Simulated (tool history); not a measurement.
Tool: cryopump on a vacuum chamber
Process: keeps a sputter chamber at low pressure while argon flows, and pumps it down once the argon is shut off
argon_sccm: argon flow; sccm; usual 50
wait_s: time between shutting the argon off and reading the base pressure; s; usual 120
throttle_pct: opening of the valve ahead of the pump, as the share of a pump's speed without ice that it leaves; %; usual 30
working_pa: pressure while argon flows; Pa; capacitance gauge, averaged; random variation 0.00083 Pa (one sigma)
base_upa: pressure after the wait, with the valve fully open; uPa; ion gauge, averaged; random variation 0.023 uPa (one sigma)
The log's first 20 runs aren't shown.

run 21 hour=1134.5 | argon_sccm=50 wait_s=120 throttle_pct=15 | working_pa=0.3426 base_upa=1.53
run 22 hour=1185.6 | argon_sccm=50 wait_s=120 throttle_pct=20 | working_pa=0.2592 base_upa=1.49
run 23 hour=1270.4 | argon_sccm=26 wait_s=41 throttle_pct=30 | working_pa=0.0939 base_upa=2.87
run 24 hour=1305.1 | argon_sccm=26 wait_s=38 throttle_pct=30 | working_pa=0.0943 base_upa=3.03
run 25 hour=1350.5 | argon_sccm=26 wait_s=38 throttle_pct=30 | working_pa=0.0942 base_upa=3.05
run 26 hour=1416.0 | argon_sccm=25 wait_s=84 throttle_pct=52 | working_pa=0.0566 base_upa=2.06
run 27 hour=1458.7 | argon_sccm=50 wait_s=65 throttle_pct=53 | working_pa=0.1120 base_upa=2.33
run 28 hour=1505.5 | argon_sccm=50 wait_s=35 throttle_pct=18 | working_pa=0.2943 base_upa=3.49
run 29 hour=1577.4 | argon_sccm=50 wait_s=197 throttle_pct=48 | working_pa=0.1257 base_upa=1.69
-- hour=1615.7 pump warmed up, emptied and cooled again
run 30 hour=1635.3 | argon_sccm=50 wait_s=138 throttle_pct=30 | working_pa=0.1667 base_upa=1.50
run 31 hour=1679.6 | argon_sccm=50 wait_s=120 throttle_pct=42 | working_pa=0.1200 base_upa=1.65
run 32 hour=1749.6 | argon_sccm=81 wait_s=28 throttle_pct=30 | working_pa=0.2713 base_upa=3.77
run 33 hour=1823.6 | argon_sccm=81 wait_s=28 throttle_pct=58 | working_pa=0.1461 base_upa=3.85
run 34 hour=1862.0 | argon_sccm=81 wait_s=28 throttle_pct=58 | working_pa=0.1479 base_upa=3.92

3 ways to go on from here, each from the tool as it stands after run 34. What would each give?
run A hour=1924.5 | argon_sccm=67 wait_s=48 throttle_pct=26 | working_pa=? base_upa=?
run B hour=1924.5 | argon_sccm=88 wait_s=209 throttle_pct=21 | working_pa=? base_upa=?
run C hour=1924.5 | argon_sccm=28 wait_s=47 throttle_pct=25 | working_pa=? base_upa=?

run=A working_pa=0.2630 base_upa=2.80
run=B working_pa=0.4225 base_upa=1.63
run=C working_pa=0.1147 base_upa=2.80
Without the tool's hidden state the same runs would have given:
run=A working_pa=0.2546 base_upa=1.80
run=B working_pa=0.4116 base_upa=0.60
run=C working_pa=0.1112 base_upa=1.80

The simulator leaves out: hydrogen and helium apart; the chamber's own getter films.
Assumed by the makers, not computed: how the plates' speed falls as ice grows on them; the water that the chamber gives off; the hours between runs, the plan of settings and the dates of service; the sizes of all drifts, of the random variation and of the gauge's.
